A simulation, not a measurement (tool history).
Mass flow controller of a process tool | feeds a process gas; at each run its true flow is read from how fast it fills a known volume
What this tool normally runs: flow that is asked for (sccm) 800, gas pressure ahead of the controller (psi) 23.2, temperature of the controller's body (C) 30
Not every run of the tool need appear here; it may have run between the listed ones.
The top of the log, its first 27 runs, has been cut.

run	hour	flow that is asked for (sccm)	gas pressure ahead of the controller (psi)	temperature of the controller's body (C)	hours of work since the controller was set to zero	hours of work since the controller was changed	true flow (%)
28	3403.6	183	22.0	26	4129	4129	101.27
29	3567.4	183	22.0	26	4237	4237	101.38
30	3640.8	183	22.0	33	4286	4286	101.09
31	3806.5	183	22.0	33	4395	4395	101.10
32	3940.3	183	22.0	33	4484	4484	101.20
# hour 3951.5: controller's zero set anew
33	4043.2	393	36.4	33	61	4551	100.92
34	4161.8	800	21.3	28	139	4630	99.69
35	4266.5	456	31.3	35	208	4699	100.17
36	4432.8	456	31.3	35	318	4809	100.26
# hour 4488.5: controller's zero set anew, once more
37	4582.3	197	31.3	22	62	4908	97.85
38	4677.3	800	28.0	30	125	4970	98.10
39	4775.7	800	22.0	36	190	5035	97.53
40	4912.6	203	23.2	22	280	5126	97.52
41	5082.8	203	33.4	22	393	5238	98.17
42	5188.5	203	33.4	22	463	5308	98.09
43	5272.2	203	33.4	22	518	5364	98.19
44	5387.5	106	24.2	22	594	5440	98.21
45	5471.9	106	24.2	22	650	5496	98.24
46	5565.0	106	30.2	29	712	5557	98.28

Predict each of these 4 candidate next runs independently; none follows another, all start after run 46:
A	5679.1	641	24.8	30	787	5633	?
B	5679.1	473	39.0	30	787	5633	?
C	5679.1	151	26.0	27	787	5633	?
D	5679.1	164	24.5	25	787	5633	?

run	true flow (%)
A	97.92
B	98.25
C	98.01
D	97.85
The same runs, with their run-to-run variation unchanged, on a tool lacking any hidden condition would have given:
run	true flow (%)
A	99.02
B	99.27
C	98.37
D	98.28

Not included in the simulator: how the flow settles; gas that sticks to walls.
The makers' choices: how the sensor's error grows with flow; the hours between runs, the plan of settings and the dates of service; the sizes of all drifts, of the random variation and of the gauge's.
